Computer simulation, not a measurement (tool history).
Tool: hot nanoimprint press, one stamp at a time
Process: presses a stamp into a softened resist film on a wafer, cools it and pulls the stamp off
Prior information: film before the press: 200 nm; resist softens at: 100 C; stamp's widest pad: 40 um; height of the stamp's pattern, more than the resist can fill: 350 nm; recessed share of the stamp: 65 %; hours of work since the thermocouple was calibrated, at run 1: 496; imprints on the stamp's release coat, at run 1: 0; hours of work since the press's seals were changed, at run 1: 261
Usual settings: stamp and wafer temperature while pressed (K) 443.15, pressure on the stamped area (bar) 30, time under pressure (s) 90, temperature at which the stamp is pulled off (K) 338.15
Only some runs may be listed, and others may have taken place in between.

run   hour  stamp and wafer temperature while pressed (K)  pressure on the stamped area (bar)  time under pressure (s)  temperature at which the stamp is pulled off (K)  hours of work since the thermocouple was calibrated  imprints on the stamp's release coat  hours of work since the press's seals were changed  resist left under the stamp's widest pad (nm)  greatest force while the stamp is pulled off (N)
  1      0                                         443.15                                  30                       90                                            338.15                                                  496                                     0                                                 261                                             97                                               199
  2   66.6                                         443.15                                  30                       90                                            338.15                                                  530                                   273                                                 296                                           96.6                                               197
      81.9  -- plate thermocouple calibrated
  3  130.8                                         443.15                                  30                       90                                            338.15                                                   25                                   524                                                 327                                           96.4                                               200
  4  168.6                                         435.15                                  30                       90                                            338.15                                                   45                                   678                                                 347                                          139.3                                               192
     237.4  -- stamp cleaned and given a new release coat
  5  238.7                                         435.15                                  30                       90                                            338.15                                                   78                                     5                                                 380                                          138.5                                               193
  6  306.5                                         455.15                                  30                       90                                            338.15                                                  113                                   283                                                 415                                           51.8                                               195
  7  354.7                                         455.15                                  30                       90                                            338.15                                                  138                                   480                                                 440                                             52                                               190
  8  395.4                                         443.15                                  30                       90                                            346.15                                                  159                                   647                                                 461                                             96                                               176
  9  447.9                                         443.15                                  30                       90                                            346.15                                                  186                                   862                                                 488                                           97.1                                               171
     470.6  -- stamp cleaned and given a new release coat
 10  512.5                                         443.15                                  30                       90                                            346.15                                                  216                                   172                                                 519                                           97.4                                               167
 11  578.5                                         443.15                                  30                       90                                            338.15                                                  250                                   442                                                 553                                           96.8                                               195
 12  636.2                                         443.15                                  30                       90                                            338.15                                                  280                                   679                                                 583                                           97.2                                               201
 13    691                                         443.15                                  30                       90                                            338.15                                                  309                                   903                                                 611                                           96.8                                               204
     703.6  -- stamp cleaned and given a new release coat
 14    738                                         443.15                                37.3                       90                                            338.15                                                  330                                   141                                                 632                                           88.2                                               197
 15  775.5                                         443.15                                37.3                       79                                            327.15                                                  349                                   295                                                 651                                           92.3                                               232
 16  825.9                                         437.15                                  30                       90                                            338.15                                                  375                                   501                                                 677                                          127.6                                               193

Run 17 is up next; what results do you expect?
 17  878.4                                         437.15                                  34                       90                                            338.15                                                  402                                   716                                                 705                                              ?                                                 ?

{"run 17": {"resist left under the stamp's widest pad (nm)": 123.7, "greatest force while the stamp is pulled off (N)": 195}}
With the hidden condition absent and the run-to-run variation left alone, this run would have shown resist left under the stamp's widest pad (nm) 123.2, greatest force while the stamp is pulled off (N) 192.
